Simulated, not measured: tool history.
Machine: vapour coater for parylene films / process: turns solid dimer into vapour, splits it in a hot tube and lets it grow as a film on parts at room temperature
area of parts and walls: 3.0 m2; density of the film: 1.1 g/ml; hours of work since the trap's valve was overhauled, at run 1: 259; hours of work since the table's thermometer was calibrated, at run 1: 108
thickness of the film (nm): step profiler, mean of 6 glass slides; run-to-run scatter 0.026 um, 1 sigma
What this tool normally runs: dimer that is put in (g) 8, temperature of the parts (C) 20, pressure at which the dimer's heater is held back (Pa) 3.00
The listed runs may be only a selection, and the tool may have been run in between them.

run,day,dimer that is put in (g),temperature of the parts (C),pressure at which the dimer's heater is held back (Pa),hours of work since the trap's valve was overhauled,hours of work since the table's thermometer was calibrated,thickness of the film (nm)
1,0.000,8,20,3.00,259,108,2100
2,2.575,8,20,8.66,307,156,1680
3,4.975,8,20,3.00,351,200,2130
4,8.117,8,31,3.00,410,259,1300
5,9.658,8,31,3.00,438,287,1300
6,11.838,8,15,3.00,479,328,2410
7,14.546,8,28,3.00,529,378,1480
# day 15.425: trap's valve overhauled
8,18.254,8,20,3.00,53,444,2180
9,20.696,8,24,3.00,98,490,1780
10,23.517,8,20,3.25,151,542,2100
11,25.954,8,20,3.25,196,588,2110
12,28.654,8,25,3.00,246,638,1740
13,30.125,8,25,3.00,274,665,1720
14,31.575,8,25,3.00,301,692,1690
15,34.100,8,20,3.41,348,739,2080
16,37.367,8,20,3.41,408,800,2090
17,39.679,8,20,3.41,451,843,2040
18,42.175,8,20,2.88,498,889,2170
# day 44.767: trap's valve overhauled
19,45.754,8,20,2.88,18,953,2180
20,49.025,8,20,2.88,79,1014,2150
21,51.167,8,20,2.88,119,1054,2100
22,53.200,3,20,3.00,157,1091,780
23,54.667,3,18,7.82,184,1119,670
24,57.038,5,14,4.54,228,1163,1490
25,58.800,7,31,5.08,261,1196,1040
26,62.296,7,20,4.19,326,1261,1730
27,64.471,7,20,4.19,367,1301,1740
28,67.196,11,18,7.16,417,1352,2620
29,68.767,6,17,7.05,447,1381,1510
30,71.433,9,30,3.00,496,1431,1500
# day 74.154: trap's valve overhauled
31,74.296,9,17,3.00,3,1481,2660
32,76.083,8,22,11.73,36,1514,1440
33,79.112,8,22,11.73,92,1571,1460
# day 79.700: table's thermometer calibrated
34,81.433,8,20,6.10,135,32,1840
35,84.954,12,20,2.48,200,98,3290
36,87.358,12,17,10.21,245,143,2770
37,89.862,12,13,10.21,292,189,3370
38,91.771,12,13,10.21,327,225,3390
39,93.271,9,30,10.21,355,253,1140
40,95.904,4,31,3.00,404,302,650
41,98.796,8,17,2.05,458,355,2350
42,101.629,5,20,6.77,511,408,1120
# day 103.533: trap's valve overhauled
43,104.996,4,20,6.77,27,468,900
44,106.833,8,20,10.22,61,502,1640

Each row is a separate what-if for the run after 44, all from the same tool condition, not one after another. Results?
A,109.025,4,30,10.22,102,543,?
B,109.025,6,25,3.00,102,543,?
C,109.025,8,20,2.18,102,543,?
D,109.025,12,28,4.23,102,543,?
E,109.025,13,17,6.16,102,543,?

run,thickness of the film (nm)
A,550
B,1300
C,2250
D,2090
E,3400
Had the tool no hidden state, the same runs would have come out as:
run,thickness of the film (nm)
A,550
B,1300
C,2260
D,2100
E,3400
